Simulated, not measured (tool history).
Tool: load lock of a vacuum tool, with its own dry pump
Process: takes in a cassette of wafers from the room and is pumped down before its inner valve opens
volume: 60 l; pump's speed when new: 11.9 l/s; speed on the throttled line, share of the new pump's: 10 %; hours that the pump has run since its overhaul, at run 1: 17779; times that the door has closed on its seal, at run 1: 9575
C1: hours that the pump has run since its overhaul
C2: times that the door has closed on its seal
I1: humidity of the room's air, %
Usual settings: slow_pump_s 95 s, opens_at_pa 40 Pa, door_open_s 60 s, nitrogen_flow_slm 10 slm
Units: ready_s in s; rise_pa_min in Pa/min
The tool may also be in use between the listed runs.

{"run": 1, "hour": 0.0, "slow_pump_s": 95, "opens_at_pa": 40, "door_open_s": 60, "nitrogen_flow_slm": 10, "C1": 17779, "C2": 9575, "I1": 44.7, "ready_s": 132.6, "rise_pa_min": 0.106}
{"run": 2, "hour": 255.2, "slow_pump_s": 95, "opens_at_pa": 40, "door_open_s": 60, "nitrogen_flow_slm": 10, "C1": 18034, "C2": 10408, "I1": 41.7, "ready_s": 131.5, "rise_pa_min": 0.118}
{"run": 3, "hour": 732.4, "slow_pump_s": 95, "opens_at_pa": 40, "door_open_s": 60, "nitrogen_flow_slm": 10, "C1": 18511, "C2": 11964, "I1": 48.1, "ready_s": 132.0, "rise_pa_min": 0.136}
{"run": 4, "hour": 955.0, "slow_pump_s": 95, "opens_at_pa": 40, "door_open_s": 60, "nitrogen_flow_slm": 10, "C1": 18734, "C2": 12690, "I1": 41.7, "ready_s": 132.8, "rise_pa_min": 0.139}
{"run": 5, "hour": 1418.5, "slow_pump_s": 95, "opens_at_pa": 40, "door_open_s": 60, "nitrogen_flow_slm": 10, "C1": 19198, "C2": 14201, "I1": 43.9, "ready_s": 132.9, "rise_pa_min": 0.161}
{"run": 6, "hour": 1829.3, "slow_pump_s": 95, "opens_at_pa": 40, "door_open_s": 60, "nitrogen_flow_slm": 10, "C1": 19608, "C2": 15541, "I1": 44.7, "ready_s": 132.6, "rise_pa_min": 0.174}
{"run": 7, "hour": 2243.6, "slow_pump_s": 95, "opens_at_pa": 73, "door_open_s": 60, "nitrogen_flow_slm": 10, "C1": 20023, "C2": 16892, "I1": 40.7, "ready_s": 129.5, "rise_pa_min": 0.191}
{"run": 8, "hour": 2636.6, "slow_pump_s": 95, "opens_at_pa": 40, "door_open_s": 60, "nitrogen_flow_slm": 31, "C1": 20416, "C2": 18174, "I1": 48.5, "ready_s": 133.5, "rise_pa_min": 0.205}
{"run": 9, "hour": 3083.4, "slow_pump_s": 95, "opens_at_pa": 40, "door_open_s": 60, "nitrogen_flow_slm": 35, "C1": 20862, "C2": 19631, "I1": 45.1, "ready_s": 133.6, "rise_pa_min": 0.224}
{"run": 10, "hour": 3482.6, "slow_pump_s": 95, "opens_at_pa": 40, "door_open_s": 60, "nitrogen_flow_slm": 10, "C1": 21262, "C2": 20932, "I1": 42.2, "ready_s": 133.7, "rise_pa_min": 0.255}
{"run": 11, "hour": 3824.8, "slow_pump_s": 95, "opens_at_pa": 40, "door_open_s": 60, "nitrogen_flow_slm": 10, "C1": 21604, "C2": 22049, "I1": 47.3, "ready_s": 134.3, "rise_pa_min": 0.286}
{"run": 12, "hour": 4337.6, "slow_pump_s": 168, "opens_at_pa": 29, "door_open_s": 60, "nitrogen_flow_slm": 11, "C1": 22117, "C2": 23721, "I1": 47.1, "ready_s": 199.7, "rise_pa_min": 0.31}
{"run": 13, "hour": 4603.0, "slow_pump_s": 168, "opens_at_pa": 29, "door_open_s": 60, "nitrogen_flow_slm": 11, "C1": 22382, "C2": 24586, "I1": 44.4, "ready_s": 201.3, "rise_pa_min": 0.32}
{"hour": 4650.4, "done": "door's seal changed, seat wiped"}
{"run": 14, "hour": 5073.5, "slow_pump_s": 50, "opens_at_pa": 40, "door_open_s": 60, "nitrogen_flow_slm": 10, "C1": 22851, "C2": 1380, "I1": 48.7, "ready_s": 95.4, "rise_pa_min": 0.039}
{"run": 15, "hour": 5415.5, "slow_pump_s": 100, "opens_at_pa": 43, "door_open_s": 55, "nitrogen_flow_slm": 4, "C1": 23193, "C2": 2495, "I1": 45.7, "ready_s": 139.1, "rise_pa_min": 0.042}
{"run": 16, "hour": 5925.0, "slow_pump_s": 100, "opens_at_pa": 43, "door_open_s": 55, "nitrogen_flow_slm": 15, "C1": 23703, "C2": 4157, "I1": 47.5, "ready_s": 138.5, "rise_pa_min": 0.043}
{"run": 17, "hour": 6187.2, "slow_pump_s": 100, "opens_at_pa": 43, "door_open_s": 55, "nitrogen_flow_slm": 15, "C1": 23965, "C2": 5012, "I1": 42.2, "ready_s": 139.2, "rise_pa_min": 0.044}
{"hour": 6339.4, "done": "dry pump taken out, an overhauled one fitted"}
{"run": 18, "hour": 6464.2, "slow_pump_s": 100, "opens_at_pa": 43, "door_open_s": 55, "nitrogen_flow_slm": 15, "C1": 125, "C2": 5895, "I1": 44.3, "ready_s": 129.5, "rise_pa_min": 0.057}
{"run": 19, "hour": 6826.9, "slow_pump_s": 102, "opens_at_pa": 34, "door_open_s": 60, "nitrogen_flow_slm": 21, "C1": 487, "C2": 7078, "I1": 43.3, "ready_s": 131.7, "rise_pa_min": 0.064}
{"run": 20, "hour": 7301.9, "slow_pump_s": 90, "opens_at_pa": 34, "door_open_s": 60, "nitrogen_flow_slm": 14, "C1": 962, "C2": 8627, "I1": 47.2, "ready_s": 122.1, "rise_pa_min": 0.079}
{"run": 21, "hour": 7596.9, "slow_pump_s": 95, "opens_at_pa": 67, "door_open_s": 60, "nitrogen_flow_slm": 25, "C1": 1257, "C2": 9589, "I1": 47.8, "ready_s": 122.2, "rise_pa_min": 0.082}
{"run": 22, "hour": 7943.9, "slow_pump_s": 95, "opens_at_pa": 67, "door_open_s": 53, "nitrogen_flow_slm": 23, "C1": 1604, "C2": 10721, "I1": 46.8, "ready_s": 122.7, "rise_pa_min": 0.097}

Hidden state at the last listed run before each entry between runs and at the first one after, where it differs:
Between runs 13 and 14: door's seal changed, seat wiped (hour 4650.4)
  pump's speed, % of a new pump's: 77.4 -> 77; leak at the door's seal, Pa l/s: 0.3007 -> 0.008
  measured less the result without the state, ready_s: +7.3 -> +10.4 s; rise_pa_min: +0.295 -> +0.006 Pa/min
Between runs 17 and 18: dry pump taken out, an overhauled one fitted (hour 6339.4)
  pump's speed, % of a new pump's: 75.9 -> 100.9; leak at the door's seal, Pa l/s: 0.028 -> 0.0344
  measured less the result without the state, ready_s: +9.4 -> -0.2 s; rise_pa_min: +0.026 -> +0.033 Pa/min
